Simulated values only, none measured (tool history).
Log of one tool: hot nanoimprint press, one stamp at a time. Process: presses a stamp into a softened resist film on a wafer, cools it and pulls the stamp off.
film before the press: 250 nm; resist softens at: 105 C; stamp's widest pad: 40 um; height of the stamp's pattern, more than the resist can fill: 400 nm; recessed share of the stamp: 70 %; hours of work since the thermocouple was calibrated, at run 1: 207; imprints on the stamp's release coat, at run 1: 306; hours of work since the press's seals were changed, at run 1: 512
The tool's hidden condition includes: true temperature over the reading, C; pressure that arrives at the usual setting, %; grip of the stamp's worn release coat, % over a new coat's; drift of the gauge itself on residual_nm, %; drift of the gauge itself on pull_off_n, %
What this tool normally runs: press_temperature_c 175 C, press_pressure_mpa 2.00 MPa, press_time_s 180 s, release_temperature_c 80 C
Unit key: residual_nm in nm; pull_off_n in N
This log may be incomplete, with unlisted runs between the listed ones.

run	hour	press_temperature_c	press_pressure_mpa	press_time_s	release_temperature_c	hours of work since the thermocouple was calibrated	imprints on the stamp's release coat	hours of work since the press's seals were changed	residual_nm	pull_off_n
1	0.0	175	2.00	180	80	207	306	512	105.7	259
2	20.1	175	2.00	180	84	221	396	526	106.6	226
3	38.7	175	2.00	180	75	235	479	540	106.7	295
4	63.7	175	2.00	180	75	253	591	558	106.9	284
5	81.8	175	1.83	180	75	266	672	571	109.1	306
6	103.9	175	1.83	180	75	282	770	587	112.3	296
7	118.8	168	2.21	97	82	293	837	598	169.4	265
# hour 137.4: stamp cleaned and given a new release coat
# hour 146.4: plate thermocouple calibrated
8	154.0	175	2.00	322	80	6	61	617	83.7	235
9	168.8	175	2.00	322	80	16	127	627	83.2	241
10	200.7	175	2.00	125	80	39	270	650	119.4	243
11	222.2	175	2.00	125	80	55	366	666	117.9	254

Here are 5 independent what-if runs from the current tool condition. What would each one return?
A	244.0	175	2.37	180	79	70	463	681	?	?
B	244.0	172	2.00	125	80	70	463	681	?	?
C	244.0	185	1.29	125	80	70	463	681	?	?
D	244.0	175	1.28	95	80	70	463	681	?	?
E	244.0	175	2.00	125	79	70	463	681	?	?

run	residual_nm	pull_off_n
A	97.4	266
B	138.4	265
C	96.8	251
D	157.9	257
E	120.2	255
The same runs, with their run-to-run variation unchanged, on a tool lacking any hidden condition would have given:
run	residual_nm	pull_off_n
A	93.1	243
B	133.7	243
C	94.0	230
D	154.3	235
E	115.9	234
